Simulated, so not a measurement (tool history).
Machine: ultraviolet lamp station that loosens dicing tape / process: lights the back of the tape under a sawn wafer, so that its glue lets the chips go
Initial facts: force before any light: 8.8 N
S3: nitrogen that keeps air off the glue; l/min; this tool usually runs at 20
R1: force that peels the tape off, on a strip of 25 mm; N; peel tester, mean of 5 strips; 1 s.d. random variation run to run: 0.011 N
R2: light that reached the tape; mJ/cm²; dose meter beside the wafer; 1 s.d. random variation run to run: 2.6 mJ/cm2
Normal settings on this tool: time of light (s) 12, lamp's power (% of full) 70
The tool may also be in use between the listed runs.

{"run": 1, "hour": 0.0, "time of light (s)": 12, "lamp's power (% of full)": 70, "S3": 20, "R1": 0.644, "R2": 263}
{"run": 2, "hour": 4.5, "time of light (s)": 12, "lamp's power (% of full)": 70, "S3": 20, "R1": 0.688, "R2": 266}
{"run": 3, "hour": 15.2, "time of light (s)": 12, "lamp's power (% of full)": 70, "S3": 20, "R1": 0.693, "R2": 271}
{"run": 4, "hour": 26.0, "time of light (s)": 12, "lamp's power (% of full)": 70, "S3": 20, "R1": 0.676, "R2": 264}
{"run": 5, "hour": 32.7, "time of light (s)": 12, "lamp's power (% of full)": 70, "S3": 20, "R1": 0.715, "R2": 263}
{"run": 6, "hour": 43.2, "time of light (s)": 12, "lamp's power (% of full)": 70, "S3": 20, "R1": 0.702, "R2": 261}
{"run": 7, "hour": 49.2, "time of light (s)": 12, "lamp's power (% of full)": 70, "S3": 20, "R1": 0.699, "R2": 267}
{"run": 8, "hour": 59.0, "time of light (s)": 12, "lamp's power (% of full)": 70, "S3": 20, "R1": 0.686, "R2": 260}
{"run": 9, "hour": 67.9, "time of light (s)": 12, "lamp's power (% of full)": 70, "S3": 31, "R1": 0.513, "R2": 260}
{"run": 10, "hour": 78.3, "time of light (s)": 12, "lamp's power (% of full)": 70, "S3": 20, "R1": 0.718, "R2": 258}
{"run": 11, "hour": 86.3, "time of light (s)": 12, "lamp's power (% of full)": 70, "S3": 36, "R1": 0.459, "R2": 257}
{"run": 12, "hour": 91.0, "time of light (s)": 7, "lamp's power (% of full)": 79, "S3": 38, "R1": 1.046, "R2": 168}
{"run": 13, "hour": 98.5, "time of light (s)": 11, "lamp's power (% of full)": 67, "S3": 20, "R1": 0.918, "R2": 225}
{"run": 14, "hour": 104.1, "time of light (s)": 11, "lamp's power (% of full)": 67, "S3": 7, "R1": 2.008, "R2": 224}
{"run": 15, "hour": 109.6, "time of light (s)": 11, "lamp's power (% of full)": 67, "S3": 7, "R1": 1.984, "R2": 221}
{"hour": 111.6, "done": "window cleaned of glue's vapour"}
{"run": 16, "hour": 120.5, "time of light (s)": 9, "lamp's power (% of full)": 70, "S3": 37, "R1": 0.626, "R2": 218}
{"run": 17, "hour": 128.9, "time of light (s)": 8, "lamp's power (% of full)": 66, "S3": 10, "R1": 2.24, "R2": 182}
{"run": 18, "hour": 135.1, "time of light (s)": 12, "lamp's power (% of full)": 70, "S3": 12, "R1": 0.872, "R2": 291}
{"run": 19, "hour": 145.4, "time of light (s)": 14, "lamp's power (% of full)": 80, "S3": 37, "R1": 0.244, "R2": 384}
{"run": 20, "hour": 153.7, "time of light (s)": 15, "lamp's power (% of full)": 66, "S3": 8, "R1": 0.902, "R2": 338}
{"run": 21, "hour": 162.0, "time of light (s)": 9, "lamp's power (% of full)": 76, "S3": 7, "R1": 1.9, "R2": 235}

Here are 5 independent what-if runs from the current tool condition. What would each one return?
{"run": "A", "hour": 170.1, "time of light (s)": 12, "lamp's power (% of full)": 94, "S3": 22, "R1": "?", "R2": "?"}
{"run": "B", "hour": 170.1, "time of light (s)": 9, "lamp's power (% of full)": 92, "S3": 20, "R1": "?", "R2": "?"}
{"run": "C", "hour": 170.1, "time of light (s)": 20, "lamp's power (% of full)": 76, "S3": 20, "R1": "?", "R2": "?"}
{"run": "D", "hour": 170.1, "time of light (s)": 6, "lamp's power (% of full)": 87, "S3": 7, "R1": "?", "R2": "?"}
{"run": "E", "hour": 170.1, "time of light (s)": 8, "lamp's power (% of full)": 73, "S3": 34, "R1": "?", "R2": "?"}

run=A R1=0.336 R2=380
run=B R1=0.589 R2=284
run=C R1=0.247 R2=512
run=D R1=2.698 R2=180
run=E R1=0.819 R2=197
With no hidden state in the tool, these same runs would have given:
run=A R1=0.292 R2=423
run=B R1=0.478 R2=315
run=C R1=0.233 R2=570
run=D R1=2.374 R2=200
run=E R1=0.662 R2=220
